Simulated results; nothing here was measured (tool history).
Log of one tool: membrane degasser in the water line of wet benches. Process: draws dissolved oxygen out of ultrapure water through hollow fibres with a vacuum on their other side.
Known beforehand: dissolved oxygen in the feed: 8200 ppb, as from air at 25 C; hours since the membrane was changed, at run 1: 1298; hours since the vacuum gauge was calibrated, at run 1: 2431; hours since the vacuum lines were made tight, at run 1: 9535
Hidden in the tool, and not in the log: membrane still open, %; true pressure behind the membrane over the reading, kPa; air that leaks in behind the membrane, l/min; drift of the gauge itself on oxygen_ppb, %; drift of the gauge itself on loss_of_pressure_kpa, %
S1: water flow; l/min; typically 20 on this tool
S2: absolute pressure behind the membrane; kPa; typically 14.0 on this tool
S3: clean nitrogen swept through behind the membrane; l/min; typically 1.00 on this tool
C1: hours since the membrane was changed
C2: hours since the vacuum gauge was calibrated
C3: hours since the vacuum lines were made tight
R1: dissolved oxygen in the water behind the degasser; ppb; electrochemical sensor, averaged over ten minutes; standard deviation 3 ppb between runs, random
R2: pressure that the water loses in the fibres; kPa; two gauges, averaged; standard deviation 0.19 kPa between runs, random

run,hour,S1,S2,S3,C1,C2,C3,R1,R2
1,0.0,20,14.0,1.00,1298,2431,9535,536.4,36.79
2,66.8,20,14.0,1.00,1364,2497,9602,535.8,36.64
3,141.5,20,14.0,1.98,1439,2572,9676,332.1,36.88
4,223.4,20,14.0,1.98,1521,2654,9758,330.9,36.22
5,264.9,20,14.0,1.98,1563,2696,9800,332.8,36.67
6,340.0,20,14.0,1.98,1638,2771,9875,331.1,36.91
7,377.5,20,14.0,1.00,1675,2808,9912,539.7,36.26
8,432.1,20,14.0,1.00,1730,2863,9967,541.1,36.74
9,494.4,21,14.0,1.00,1792,2925,10029,561.3,38.49
# hour 498.3: vacuum gauge calibrated
10,534.1,14,14.0,1.00,1831,36,10068,388.3,25.59
11,591.6,20,14.0,2.62,1889,93,10126,276.4,36.80
12,661.8,20,14.0,0.74,1959,164,10196,671.3,36.77
13,741.9,20,14.0,0.74,2039,244,10276,667.6,36.48
# hour 761.7: vacuum gauge calibrated, once more
14,799.6,20,14.0,0.74,2096,38,10334,657.7,36.86
15,873.4,20,14.0,0.74,2170,112,10407,666.0,37.00
16,919.3,20,14.0,0.74,2216,158,10453,661.6,36.52
17,996.7,20,30.0,0.54,2293,235,10531,1742.7,36.83
18,1036.4,20,30.0,0.54,2333,275,10570,1744.7,36.59
19,1087.0,20,30.0,0.54,2384,325,10621,1750.9,36.45
20,1158.0,20,13.4,2.44,2455,396,10692,277.1,36.66
21,1234.6,20,23.2,1.00,2531,473,10768,901.3,36.99
22,1275.7,20,23.2,1.00,2572,514,10810,892.6,36.86
23,1353.1,20,23.2,1.00,2650,591,10887,893.9,37.15
24,1407.7,13,14.0,1.27,2704,646,10942,300.5,23.94
25,1445.6,13,12.4,0.45,2742,684,10979,579.9,24.22
26,1529.2,13,12.4,0.45,2826,768,11063,576.1,24.11
27,1591.0,15,14.0,1.91,2888,829,11125,253.4,27.55
28,1634.3,17,9.8,1.00,2931,873,11168,310.0,31.34
29,1706.4,16,27.9,0.66,3003,945,11240,1219.3,29.61
30,1783.9,16,27.9,0.66,3080,1022,11318,1214.1,29.43
31,1840.9,15,31.2,0.54,3137,1079,11375,1483.3,27.85

4 options for the next run, each taken on its own from the tool as it stands now. Forecast them:
A,1915.6,26,25.2,0.88,3212,1154,11450,?,?
B,1915.6,21,14.6,0.54,3212,1154,11450,?,?
C,1915.6,22,14.0,1.06,3212,1154,11450,?,?
D,1915.6,32,14.0,1.97,3212,1154,11450,?,?

run,R1,R2
A,1300.6,48.45
B,894.8,39.06
C,564.7,40.67
D,537.5,59.44
Without the tool's hidden state the same runs would have given:
run,R1,R2
A,1281.0,47.55
B,885.3,38.33
C,550.1,39.90
D,521.7,58.33

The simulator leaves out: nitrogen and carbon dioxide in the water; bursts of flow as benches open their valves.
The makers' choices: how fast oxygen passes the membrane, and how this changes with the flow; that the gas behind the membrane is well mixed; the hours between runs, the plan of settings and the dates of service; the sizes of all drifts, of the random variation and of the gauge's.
